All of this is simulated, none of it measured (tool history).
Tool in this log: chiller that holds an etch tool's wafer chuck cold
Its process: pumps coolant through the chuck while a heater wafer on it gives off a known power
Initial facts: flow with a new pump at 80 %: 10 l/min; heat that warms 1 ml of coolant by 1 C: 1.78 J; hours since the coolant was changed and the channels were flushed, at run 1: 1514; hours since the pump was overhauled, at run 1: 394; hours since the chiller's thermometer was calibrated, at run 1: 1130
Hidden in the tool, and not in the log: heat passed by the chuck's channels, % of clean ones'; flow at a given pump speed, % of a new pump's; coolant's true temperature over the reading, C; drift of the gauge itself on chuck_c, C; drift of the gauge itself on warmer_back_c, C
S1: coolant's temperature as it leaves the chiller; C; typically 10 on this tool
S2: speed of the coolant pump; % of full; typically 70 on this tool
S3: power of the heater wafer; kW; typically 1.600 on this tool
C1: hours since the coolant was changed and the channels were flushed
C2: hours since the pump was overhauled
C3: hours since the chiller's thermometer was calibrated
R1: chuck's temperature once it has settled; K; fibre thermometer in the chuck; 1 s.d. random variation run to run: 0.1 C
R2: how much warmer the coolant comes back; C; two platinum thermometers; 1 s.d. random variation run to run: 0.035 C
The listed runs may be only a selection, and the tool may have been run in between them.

run 1 hour=0.0 | S1=10 S2=70 S3=1.600 | C1=1514 C2=394 C3=1130 | R1=307.55 R2=6.39
run 2 hour=22.9 | S1=10 S2=70 S3=1.600 | C1=1537 C2=417 C3=1153 | R1=307.55 R2=6.44
run 3 hour=40.6 | S1=10 S2=70 S3=1.550 | C1=1555 C2=435 C3=1171 | R1=306.65 R2=6.17
run 4 hour=68.0 | S1=10 S2=70 S3=1.550 | C1=1582 C2=462 C3=1198 | R1=306.85 R2=6.23
run 5 hour=89.2 | S1=10 S2=70 S3=1.550 | C1=1604 C2=483 C3=1219 | R1=306.75 R2=6.19
run 6 hour=108.8 | S1=10 S2=70 S3=1.550 | C1=1623 C2=503 C3=1239 | R1=306.85 R2=6.20
run 7 hour=137.1 | S1=10 S2=70 S3=1.550 | C1=1652 C2=531 C3=1267 | R1=307.05 R2=6.24
run 8 hour=168.2 | S1=10 S2=70 S3=1.550 | C1=1683 C2=562 C3=1298 | R1=306.95 R2=6.20
run 9 hour=202.7 | S1=10 S2=70 S3=1.550 | C1=1717 C2=597 C3=1333 | R1=307.15 R2=6.16
run 10 hour=220.6 | S1=10 S2=70 S3=1.550 | C1=1735 C2=615 C3=1351 | R1=306.85 R2=6.25
run 11 hour=244.1 | S1=10 S2=70 S3=1.550 | C1=1759 C2=638 C3=1374 | R1=307.15 R2=6.21
run 12 hour=275.3 | S1=10 S2=70 S3=1.550 | C1=1790 C2=669 C3=1406 | R1=307.25 R2=6.22
run 13 hour=299.5 | S1=14 S2=70 S3=1.600 | C1=1814 C2=694 C3=1430 | R1=311.95 R2=6.46
run 14 hour=318.4 | S1=7 S2=70 S3=1.600 | C1=1833 C2=712 C3=1449 | R1=304.85 R2=6.40
run 15 hour=346.8 | S1=7 S2=70 S3=1.600 | C1=1861 C2=741 C3=1477 | R1=304.85 R2=6.47
run 16 hour=380.6 | S1=7 S2=70 S3=1.600 | C1=1895 C2=775 C3=1511 | R1=304.95 R2=6.45
run 17 hour=398.4 | S1=7 S2=70 S3=1.600 | C1=1913 C2=792 C3=1529 | R1=305.25 R2=6.46
run 18 hour=427.9 | S1=19 S2=98 S3=1.353 | C1=1942 C2=822 C3=1558 | R1=308.55 R2=3.82
run 19 hour=453.1 | S1=19 S2=98 S3=1.353 | C1=1967 C2=847 C3=1583 | R1=308.65 R2=3.76
run 20 hour=468.3 | S1=10 S2=82 S3=1.600 | C1=1983 C2=862 C3=1599 | R1=305.35 R2=5.43
run 21 hour=500.1 | S1=11 S2=95 S3=1.310 | C1=2014 C2=894 C3=1630 | R1=300.65 R2=3.77
run 22 hour=527.9 | S1=11 S2=71 S3=0.954 | C1=2042 C2=922 C3=1658 | R1=299.25 R2=3.78
run 23 hour=546.7 | S1=13 S2=83 S3=1.068 | C1=2061 C2=941 C3=1677 | R1=301.15 R2=3.53
run 24 hour=569.4 | S1=5 S2=83 S3=1.068 | C1=2084 C2=963 C3=1700 | R1=293.25 R2=3.60
run 25 hour=585.4 | S1=15 S2=83 S3=1.503 | C1=2100 C2=979 C3=1716 | R1=309.05 R2=5.04
run 26 hour=611.2 | S1=15 S2=83 S3=1.503 | C1=2126 C2=1005 C3=1741 | R1=309.15 R2=5.05
run 27 hour=628.9 | S1=15 S2=83 S3=1.503 | C1=2143 C2=1023 C3=1759 | R1=309.05 R2=5.00
run 28 hour=654.6 | S1=18 S2=91 S3=1.771 | C1=2169 C2=1049 C3=1785 | R1=314.15 R2=5.34
run 29 hour=687.1 | S1=18 S2=91 S3=1.771 | C1=2201 C2=1081 C3=1817 | R1=314.35 R2=5.41
run 30 hour=713.8 | S1=11 S2=66 S3=1.353 | C1=2228 C2=1108 C3=1844 | R1=306.85 R2=5.87
run 31 hour=735.2 | S1=1 S2=69 S3=1.353 | C1=2250 C2=1129 C3=1866 | R1=296.05 R2=5.57

Forecast each of these 3 alternatives for the next run:
run A hour=764.5 | S1=4 S2=69 S3=1.353 | C1=2279 C2=1158 C3=1895 | R1=? R2=?
run B hour=764.5 | S1=15 S2=71 S3=1.617 | C1=2279 C2=1158 C3=1895 | R1=? R2=?
run C hour=764.5 | S1=4 S2=65 S3=1.321 | C1=2279 C2=1158 C3=1895 | R1=? R2=?

run=A R1=299.05 R2=5.63
run=B R1=313.85 R2=6.51
run=C R1=299.75 R2=5.92
The same runs, with their run-to-run variation unchanged, on a tool lacking any hidden condition would have given:
run=A R1=296.15 R2=5.41
run=B R1=310.45 R2=6.25
run=C R1=296.75 R2=5.69

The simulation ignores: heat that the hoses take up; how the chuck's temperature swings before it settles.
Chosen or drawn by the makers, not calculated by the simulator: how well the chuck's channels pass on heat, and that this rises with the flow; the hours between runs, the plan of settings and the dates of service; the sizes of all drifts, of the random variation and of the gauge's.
